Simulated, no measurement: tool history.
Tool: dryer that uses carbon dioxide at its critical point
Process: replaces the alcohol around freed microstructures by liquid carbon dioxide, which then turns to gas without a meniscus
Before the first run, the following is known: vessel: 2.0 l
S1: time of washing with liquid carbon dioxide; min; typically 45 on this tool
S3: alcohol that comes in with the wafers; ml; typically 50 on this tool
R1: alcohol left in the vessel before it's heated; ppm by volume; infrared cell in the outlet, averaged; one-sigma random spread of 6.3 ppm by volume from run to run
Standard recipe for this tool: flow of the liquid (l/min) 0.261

{"run": 1, "hour": 0.0, "S1": 45, "flow of the liquid (l/min)": 0.261, "S3": 50, "R1": 529}
{"run": 2, "hour": 21.3, "S1": 45, "flow of the liquid (l/min)": 0.261, "S3": 50, "R1": 529}
{"run": 3, "hour": 47.5, "S1": 45, "flow of the liquid (l/min)": 0.223, "S3": 50, "R1": 785}
{"run": 4, "hour": 74.7, "S1": 45, "flow of the liquid (l/min)": 0.223, "S3": 50, "R1": 797}
{"run": 5, "hour": 102.2, "S1": 41, "flow of the liquid (l/min)": 0.261, "S3": 50, "R1": 691}
{"run": 6, "hour": 125.3, "S1": 45, "flow of the liquid (l/min)": 0.322, "S3": 50, "R1": 358}
{"run": 7, "hour": 143.1, "S1": 45, "flow of the liquid (l/min)": 0.261, "S3": 50, "R1": 473}
{"run": 8, "hour": 163.4, "S1": 63, "flow of the liquid (l/min)": 0.261, "S3": 50, "R1": 273}
{"run": 9, "hour": 192.4, "S1": 45, "flow of the liquid (l/min)": 0.278, "S3": 50, "R1": 432}
{"run": 10, "hour": 214.7, "S1": 45, "flow of the liquid (l/min)": 0.261, "S3": 50, "R1": 483}
{"run": 11, "hour": 243.8, "S1": 45, "flow of the liquid (l/min)": 0.261, "S3": 50, "R1": 511}
{"run": 12, "hour": 268.5, "S1": 45, "flow of the liquid (l/min)": 0.261, "S3": 50, "R1": 478}
{"run": 13, "hour": 297.6, "S1": 45, "flow of the liquid (l/min)": 0.261, "S3": 50, "R1": 501}
{"run": 14, "hour": 323.5, "S1": 45, "flow of the liquid (l/min)": 0.261, "S3": 50, "R1": 517}
{"run": 15, "hour": 350.8, "S1": 45, "flow of the liquid (l/min)": 0.261, "S3": 50, "R1": 530}
{"run": 16, "hour": 372.2, "S1": 45, "flow of the liquid (l/min)": 0.261, "S3": 50, "R1": 528}
{"run": 17, "hour": 396.0, "S1": 45, "flow of the liquid (l/min)": 0.261, "S3": 31, "R1": 446}
{"run": 18, "hour": 423.7, "S1": 45, "flow of the liquid (l/min)": 0.261, "S3": 31, "R1": 178}
{"run": 19, "hour": 450.6, "S1": 45, "flow of the liquid (l/min)": 0.261, "S3": 31, "R1": 168}
{"run": 20, "hour": 479.0, "S1": 42, "flow of the liquid (l/min)": 0.387, "S3": 23, "R1": 46}
{"run": 21, "hour": 493.9, "S1": 42, "flow of the liquid (l/min)": 0.387, "S3": 23, "R1": 54}
{"run": 22, "hour": 522.1, "S1": 42, "flow of the liquid (l/min)": 0.387, "S3": 23, "R1": 54}
{"run": 23, "hour": 541.3, "S1": 42, "flow of the liquid (l/min)": 0.169, "S3": 107, "R1": 3220}
{"run": 24, "hour": 565.0, "S1": 67, "flow of the liquid (l/min)": 0.21, "S3": 50, "R1": 142}
{"run": 25, "hour": 577.3, "S1": 67, "flow of the liquid (l/min)": 0.257, "S3": 20, "R1": 50}
{"run": 26, "hour": 590.7, "S1": 39, "flow of the liquid (l/min)": 0.357, "S3": 115, "R1": 339}
{"run": 27, "hour": 604.3, "S1": 51, "flow of the liquid (l/min)": 0.334, "S3": 74, "R1": 99}
{"run": 28, "hour": 626.4, "S1": 51, "flow of the liquid (l/min)": 0.334, "S3": 74, "R1": 105}
{"run": 29, "hour": 641.7, "S1": 41, "flow of the liquid (l/min)": 0.334, "S3": 43, "R1": 170}
{"run": 30, "hour": 669.0, "S1": 29, "flow of the liquid (l/min)": 0.252, "S3": 50, "R1": 1550}
{"run": 31, "hour": 689.8, "S1": 57, "flow of the liquid (l/min)": 0.339, "S3": 79, "R1": 91}
{"run": 32, "hour": 713.5, "S1": 38, "flow of the liquid (l/min)": 0.283, "S3": 61, "R1": 554}
{"run": 33, "hour": 741.3, "S1": 45, "flow of the liquid (l/min)": 0.261, "S3": 111, "R1": 674}
{"run": 34, "hour": 763.6, "S1": 61, "flow of the liquid (l/min)": 0.191, "S3": 111, "R1": 655}

Removed from this log: 2 entries logged between the listed runs. Between which two listed runs does each belong, and how does the tool's hidden state at the listed run before it compare with that at the listed run after it?
Logged between run 6 and run 7: inlet filter changed (hour 139.0)
  flow that reaches the vessel past the clogged filter, %: 93.9 -> 99.9; alcohol in the recycled carbon dioxide, ppm: 225.5 -> 229.1
  what was measured, less what the result would be without the hidden state, R1: +261 -> +226 ppm by volume
Logged between run 17 and run 18: purifier's bed changed (hour 402.3)
  flow that reaches the vessel past the clogged filter, %: 98.9 -> 98.8; alcohol in the recycled carbon dioxide, ppm: 280 -> 9.9
  what was measured, less what the result would be without the hidden state, R1: +284 -> +14 ppm by volume
